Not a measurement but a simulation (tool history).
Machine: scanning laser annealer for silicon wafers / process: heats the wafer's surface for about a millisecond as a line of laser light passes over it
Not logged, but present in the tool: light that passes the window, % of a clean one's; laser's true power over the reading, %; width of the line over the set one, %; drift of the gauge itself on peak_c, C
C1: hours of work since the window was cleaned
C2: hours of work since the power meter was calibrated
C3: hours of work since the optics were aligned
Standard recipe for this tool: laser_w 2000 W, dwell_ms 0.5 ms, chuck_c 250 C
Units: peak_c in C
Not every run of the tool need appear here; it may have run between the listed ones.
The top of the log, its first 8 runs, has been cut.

{"run": 9, "hour": 152.4, "laser_w": 2000, "dwell_ms": 0.469, "chuck_c": 250, "C1": 380, "C2": 596, "C3": 356, "peak_c": 1004}
{"run": 10, "hour": 174.2, "laser_w": 2000, "dwell_ms": 0.469, "chuck_c": 250, "C1": 391, "C2": 607, "C3": 368, "peak_c": 1004}
{"run": 11, "hour": 189.7, "laser_w": 2000, "dwell_ms": 0.469, "chuck_c": 276, "C1": 399, "C2": 615, "C3": 376, "peak_c": 1031}
{"run": 12, "hour": 203.7, "laser_w": 2000, "dwell_ms": 0.469, "chuck_c": 276, "C1": 406, "C2": 622, "C3": 383, "peak_c": 1031}
{"run": 13, "hour": 224.6, "laser_w": 2000, "dwell_ms": 0.5, "chuck_c": 284, "C1": 417, "C2": 633, "C3": 393, "peak_c": 1069}
{"run": 14, "hour": 238.5, "laser_w": 2000, "dwell_ms": 0.5, "chuck_c": 284, "C1": 424, "C2": 640, "C3": 401, "peak_c": 1065}
{"run": 15, "hour": 263.8, "laser_w": 2000, "dwell_ms": 0.412, "chuck_c": 250, "C1": 437, "C2": 653, "C3": 414, "peak_c": 947}
{"run": 16, "hour": 277.6, "laser_w": 2000, "dwell_ms": 0.412, "chuck_c": 250, "C1": 444, "C2": 660, "C3": 421, "peak_c": 943}
{"run": 17, "hour": 295.1, "laser_w": 2000, "dwell_ms": 0.391, "chuck_c": 250, "C1": 453, "C2": 669, "C3": 430, "peak_c": 923}
{"run": 18, "hour": 319.5, "laser_w": 2000, "dwell_ms": 0.391, "chuck_c": 250, "C1": 465, "C2": 681, "C3": 442, "peak_c": 922}
{"run": 19, "hour": 344.9, "laser_w": 2045, "dwell_ms": 0.5, "chuck_c": 250, "C1": 478, "C2": 694, "C3": 455, "peak_c": 1052}
{"run": 20, "hour": 362.4, "laser_w": 2045, "dwell_ms": 0.5, "chuck_c": 250, "C1": 487, "C2": 703, "C3": 464, "peak_c": 1053}
{"run": 21, "hour": 390.2, "laser_w": 2000, "dwell_ms": 0.5, "chuck_c": 250, "C1": 502, "C2": 718, "C3": 478, "peak_c": 1030}
{"run": 22, "hour": 407.8, "laser_w": 2111, "dwell_ms": 0.37, "chuck_c": 262, "C1": 511, "C2": 727, "C3": 487, "peak_c": 961}
{"run": 23, "hour": 426.5, "laser_w": 1937, "dwell_ms": 0.562, "chuck_c": 250, "C1": 520, "C2": 736, "C3": 497, "peak_c": 1047}
{"run": 24, "hour": 442.1, "laser_w": 1944, "dwell_ms": 0.4, "chuck_c": 282, "C1": 528, "C2": 744, "C3": 505, "peak_c": 937}
{"run": 25, "hour": 454.7, "laser_w": 1885, "dwell_ms": 0.435, "chuck_c": 250, "C1": 535, "C2": 751, "C3": 511, "peak_c": 913}
{"run": 26, "hour": 468.4, "laser_w": 1871, "dwell_ms": 0.606, "chuck_c": 283, "C1": 542, "C2": 758, "C3": 519, "peak_c": 1080}
{"run": 27, "hour": 496.8, "laser_w": 2095, "dwell_ms": 0.5, "chuck_c": 253, "C1": 556, "C2": 772, "C3": 533, "peak_c": 1083}
{"run": 28, "hour": 513.1, "laser_w": 2095, "dwell_ms": 0.5, "chuck_c": 253, "C1": 565, "C2": 781, "C3": 541, "peak_c": 1079}
{"run": 29, "hour": 540.3, "laser_w": 1725, "dwell_ms": 0.446, "chuck_c": 250, "C1": 579, "C2": 795, "C3": 555, "peak_c": 844}
{"run": 30, "hour": 561.7, "laser_w": 1725, "dwell_ms": 0.446, "chuck_c": 250, "C1": 590, "C2": 806, "C3": 566, "peak_c": 842}
{"run": 31, "hour": 591.1, "laser_w": 2130, "dwell_ms": 0.549, "chuck_c": 215, "C1": 605, "C2": 821, "C3": 581, "peak_c": 1109}
{"run": 32, "hour": 617.3, "laser_w": 2130, "dwell_ms": 0.549, "chuck_c": 215, "C1": 618, "C2": 834, "C3": 595, "peak_c": 1107}

Estimate the outcome of run 33 from the log above:
{"run": 33, "hour": 639.9, "laser_w": 1790, "dwell_ms": 0.483, "chuck_c": 282, "C1": 630, "C2": 846, "C3": 606, "peak_c": "?"}

For run 33 the tool returned peak_c 937 C.
With the hidden condition absent and the run-to-run variation left alone, this run would have shown peak_c 952 C.
